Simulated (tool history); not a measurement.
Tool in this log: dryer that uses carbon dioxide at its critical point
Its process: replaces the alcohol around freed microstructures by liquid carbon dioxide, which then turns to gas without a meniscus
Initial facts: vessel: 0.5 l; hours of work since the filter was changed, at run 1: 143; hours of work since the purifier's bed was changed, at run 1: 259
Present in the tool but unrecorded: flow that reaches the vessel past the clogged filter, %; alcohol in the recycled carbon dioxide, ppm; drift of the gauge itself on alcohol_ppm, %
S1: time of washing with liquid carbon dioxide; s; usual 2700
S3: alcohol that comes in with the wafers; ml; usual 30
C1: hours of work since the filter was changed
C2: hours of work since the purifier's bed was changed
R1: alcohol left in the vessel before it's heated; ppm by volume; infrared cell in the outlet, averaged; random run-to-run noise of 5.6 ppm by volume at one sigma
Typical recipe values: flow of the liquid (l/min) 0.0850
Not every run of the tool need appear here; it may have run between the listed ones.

run 1 day=0.000 | S1=2700 flow_of_the_liquid_(l/min)=0.0850 S3=30 | C1=143 C2=259 | R1=197
run 2 day=0.608 | S1=2700 flow_of_the_liquid_(l/min)=0.0850 S3=30 | C1=149 C2=265 | R1=199
run 3 day=1.267 | S1=3960 flow_of_the_liquid_(l/min)=0.0850 S3=30 | C1=156 C2=272 | R1=40
run 4 day=2.204 | S1=3960 flow_of_the_liquid_(l/min)=0.0850 S3=30 | C1=166 C2=282 | R1=25
run 5 day=3.146 | S1=2820 flow_of_the_liquid_(l/min)=0.0850 S3=30 | C1=175 C2=292 | R1=172
run 6 day=3.933 | S1=2820 flow_of_the_liquid_(l/min)=0.0850 S3=30 | C1=183 C2=300 | R1=161
run 7 day=4.858 | S1=1920 flow_of_the_liquid_(l/min)=0.0850 S3=30 | C1=193 C2=309 | R1=1033
run 8 day=5.521 | S1=1920 flow_of_the_liquid_(l/min)=0.0850 S3=69 | C1=200 C2=316 | R1=2334
run 9 day=6.475 | S1=2700 flow_of_the_liquid_(l/min)=0.0850 S3=63 | C1=210 C2=326 | R1=433
run 10 day=6.971 | S1=2700 flow_of_the_liquid_(l/min)=0.0850 S3=30 | C1=215 C2=331 | R1=234
run 11 day=7.621 | S1=2700 flow_of_the_liquid_(l/min)=0.0899 S3=112 | C1=221 C2=338 | R1=549
run 12 day=8.325 | S1=4020 flow_of_the_liquid_(l/min)=0.0738 S3=30 | C1=229 C2=345 | R1=65
run 13 day=9.117 | S1=4020 flow_of_the_liquid_(l/min)=0.0738 S3=30 | C1=237 C2=353 | R1=51
run 14 day=10.104 | S1=2400 flow_of_the_liquid_(l/min)=0.0738 S3=37 | C1=247 C2=363 | R1=949
run 15 day=10.746 | S1=1860 flow_of_the_liquid_(l/min)=0.1126 S3=30 | C1=254 C2=370 | R1=368
run 16 day=11.192 | S1=2220 flow_of_the_liquid_(l/min)=0.0850 S3=119 | C1=258 C2=374 | R1=2214
run 17 day=11.671 | S1=2940 flow_of_the_liquid_(l/min)=0.0884 S3=23 | C1=263 C2=379 | R1=103
run 18 day=12.546 | S1=2940 flow_of_the_liquid_(l/min)=0.0573 S3=34 | C1=272 C2=388 | R1=1074
run 19 day=13.492 | S1=2940 flow_of_the_liquid_(l/min)=0.0720 S3=30 | C1=282 C2=398 | R1=343

3 options for the next run, each taken on its own from the tool as it stands now. Forecast them:
run A day=14.346 | S1=2940 flow_of_the_liquid_(l/min)=0.0720 S3=48 | C1=291 C2=407 | R1=?
run B day=14.346 | S1=2940 flow_of_the_liquid_(l/min)=0.0720 S3=41 | C1=291 C2=407 | R1=?
run C day=14.346 | S1=1860 flow_of_the_liquid_(l/min)=0.0850 S3=30 | C1=291 C2=407 | R1=?

run=A R1=547
run=B R1=461
run=C R1=1259
Without the tool's unlogged condition, the same runs would have read:
run=A R1=404
run=B R1=338
run=C R1=1018

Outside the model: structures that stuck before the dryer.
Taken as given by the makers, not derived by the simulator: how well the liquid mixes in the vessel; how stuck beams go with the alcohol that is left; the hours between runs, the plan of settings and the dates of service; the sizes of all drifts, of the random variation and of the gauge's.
